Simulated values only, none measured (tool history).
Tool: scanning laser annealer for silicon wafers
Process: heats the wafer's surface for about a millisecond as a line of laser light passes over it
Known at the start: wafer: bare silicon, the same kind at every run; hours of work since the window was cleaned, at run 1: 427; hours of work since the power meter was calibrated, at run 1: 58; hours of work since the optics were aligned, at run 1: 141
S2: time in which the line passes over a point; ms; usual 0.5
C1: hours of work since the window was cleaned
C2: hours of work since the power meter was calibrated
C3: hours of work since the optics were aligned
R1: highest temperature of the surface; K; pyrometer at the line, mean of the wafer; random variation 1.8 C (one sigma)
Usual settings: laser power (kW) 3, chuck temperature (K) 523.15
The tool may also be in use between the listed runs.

run 1 hour=0 | laser_power_(kW)=3 S2=0.5 chuck_temperature_(K)=523.15 | C1=427 C2=58 C3=141 | R1=1326.15
run 2 hour=6.8 | laser_power_(kW)=3 S2=0.5 chuck_temperature_(K)=523.15 | C1=430 C2=61 C3=144 | R1=1325.15
run 3 hour=14.5 | laser_power_(kW)=3 S2=0.5 chuck_temperature_(K)=523.15 | C1=433 C2=65 C3=148 | R1=1321.15
run 4 hour=28.8 | laser_power_(kW)=3 S2=0.5 chuck_temperature_(K)=523.15 | C1=440 C2=72 C3=154 | R1=1326.15
run 5 hour=44.6 | laser_power_(kW)=3 S2=0.5 chuck_temperature_(K)=523.15 | C1=447 C2=79 C3=162 | R1=1324.15
run 6 hour=54.6 | laser_power_(kW)=3 S2=0.5 chuck_temperature_(K)=523.15 | C1=452 C2=84 C3=166 | R1=1323.15
run 7 hour=62.3 | laser_power_(kW)=3 S2=0.5 chuck_temperature_(K)=523.15 | C1=456 C2=87 C3=170 | R1=1323.15
run 8 hour=76.2 | laser_power_(kW)=3 S2=0.5 chuck_temperature_(K)=523.15 | C1=462 C2=94 C3=176 | R1=1322.15
run 9 hour=89.2 | laser_power_(kW)=3 S2=0.5 chuck_temperature_(K)=523.15 | C1=468 C2=100 C3=182 | R1=1321.15
run 10 hour=101 | laser_power_(kW)=3 S2=0.5 chuck_temperature_(K)=523.15 | C1=474 C2=105 C3=188 | R1=1321.15
run 11 hour=115.6 | laser_power_(kW)=2.656 S2=0.55 chuck_temperature_(K)=492.15 | C1=481 C2=112 C3=195 | R1=1207.15
-- hour=119.5 laser's power meter calibrated
run 12 hour=125.2 | laser_power_(kW)=3.107 S2=0.5 chuck_temperature_(K)=540.15 | C1=484 C2=3 C3=198 | R1=1372.15
run 13 hour=135.7 | laser_power_(kW)=3.107 S2=0.5 chuck_temperature_(K)=531.15 | C1=488 C2=8 C3=203 | R1=1364.15
run 14 hour=149.5 | laser_power_(kW)=3 S2=0.5 chuck_temperature_(K)=494.15 | C1=495 C2=14 C3=209 | R1=1293.15
-- hour=165 laser's power meter calibrated, once more
run 15 hour=167.6 | laser_power_(kW)=3.041 S2=0.5 chuck_temperature_(K)=524.15 | C1=502 C2=1 C3=216 | R1=1340.15
run 16 hour=182.5 | laser_power_(kW)=3 S2=0.592 chuck_temperature_(K)=551.15 | C1=509 C2=8 C3=223 | R1=1425.15
run 17 hour=197 | laser_power_(kW)=3.005 S2=0.401 chuck_temperature_(K)=503.15 | C1=516 C2=15 C3=230 | R1=1222.15
run 18 hour=211.1 | laser_power_(kW)=3.005 S2=0.401 chuck_temperature_(K)=503.15 | C1=522 C2=21 C3=236 | R1=1218.15
run 19 hour=218.3 | laser_power_(kW)=2.708 S2=0.5 chuck_temperature_(K)=536.15 | C1=526 C2=25 C3=240 | R1=1241.15

Forecast each of these 3 alternatives for the next run:
run A hour=229.4 | laser_power_(kW)=2.896 S2=0.404 chuck_temperature_(K)=541.15 | C1=531 C2=30 C3=245 | R1=?
run B hour=229.4 | laser_power_(kW)=3.185 S2=0.368 chuck_temperature_(K)=538.15 | C1=531 C2=30 C3=245 | R1=?
run C hour=229.4 | laser_power_(kW)=3 S2=0.516 chuck_temperature_(K)=540.15 | C1=531 C2=30 C3=245 | R1=?

run=A R1=1225.15
run=B R1=1278.15
run=C R1=1354.15
Without the tool's hidden state the same runs would have given:
run=A R1=1246.15
run=B R1=1301.15
run=C R1=1380.15
